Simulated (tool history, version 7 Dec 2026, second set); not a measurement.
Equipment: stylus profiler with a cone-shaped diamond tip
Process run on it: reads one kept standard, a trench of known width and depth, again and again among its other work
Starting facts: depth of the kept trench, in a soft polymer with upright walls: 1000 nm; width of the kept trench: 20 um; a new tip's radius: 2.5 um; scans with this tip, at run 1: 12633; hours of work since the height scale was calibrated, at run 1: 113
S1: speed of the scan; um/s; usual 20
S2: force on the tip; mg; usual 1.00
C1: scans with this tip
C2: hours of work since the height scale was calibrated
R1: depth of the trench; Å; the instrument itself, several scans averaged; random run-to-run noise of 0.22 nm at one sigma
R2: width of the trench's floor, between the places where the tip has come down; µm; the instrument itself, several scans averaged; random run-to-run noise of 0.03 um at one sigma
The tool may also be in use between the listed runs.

run	day	S1	S2	C1	C2	R1	R2
1	0.000	20	1.00	12633	113	10064.0	13.76
2	2.388	17	1.00	12929	147	10068.3	13.79
3	3.804	17	1.00	13104	167	10070.1	13.78
4	4.988	17	1.00	13250	183	10073.0	13.73
5	7.121	20	1.00	13514	213	10074.1	13.68
6	9.479	41	1.00	13806	247	10073.1	13.54
7	11.542	41	1.00	14061	276	10074.1	13.55
8	14.062	41	1.00	14373	311	10078.0	13.49
9	16.058	41	2.95	14620	339	10144.0	13.53
10	18.379	20	2.95	14907	372	10145.5	13.60
11	20.688	10	1.00	15193	404	10081.5	13.51
12	22.479	73	1.00	15415	430	10081.3	13.29
13	24.700	73	1.00	15689	461	10082.6	13.22
14	27.046	20	0.35	15980	494	10049.8	13.30
15	28.192	20	0.35	16122	510	10052.2	13.31
16	30.333	56	0.35	16387	540	10054.4	13.03
17	32.279	56	2.09	16627	568	10133.1	13.24
18	34.396	56	2.09	16889	597	10131.9	13.23
19	36.858	20	1.00	17194	632	10090.1	13.27
20	38.521	20	1.00	17399	655	10096.5	13.23
21	40.642	20	1.00	17662	685	10093.9	13.18
22	42.275	20	1.00	17864	708	10097.8	13.10
23	44.421	20	2.99	18130	739	10168.8	13.11
24	46.358	20	2.99	18369	766	10174.8	13.18
25	48.921	20	0.72	18686	802	10086.3	13.06
26	51.129	20	0.72	18960	833	10087.2	13.01
27	52.858	72	1.00	19173	857	10100.6	12.85
# day 53.096: height scale calibrated on a step standard
28	54.021	11	2.18	19315	13	10170.9	13.02
29	55.558	44	1.21	19505	35	10130.0	12.85
30	57.038	44	1.21	19688	55	10129.7	12.91
31	58.775	21	2.19	19903	80	10171.9	12.92
32	59.971	49	1.88	20051	97	10159.2	12.82
# day 60.417: height scale calibrated on a step standard, once more
33	62.404	62	1.00	20349	28	10068.0	12.67
34	64.988	19	0.42	20669	64	10046.0	12.75
35	66.821	6	1.25	20896	90	10084.4	12.87
36	69.158	6	0.73	21185	123	10068.7	12.83
37	71.583	35	0.49	21485	157	10055.4	12.63
38	72.875	34	1.14	21645	175	10081.0	12.67

Estimate the outcome of run 39 from the log above:
39	74.025	64	1.48	21787	192	?	?

R1: 10100.0 Å
R2: 12.59 µm
Take away the tool's hidden state, keep the run-to-run variation as it was, and the same run would have given R1 10086.6 Å, R2 15.84 µm.
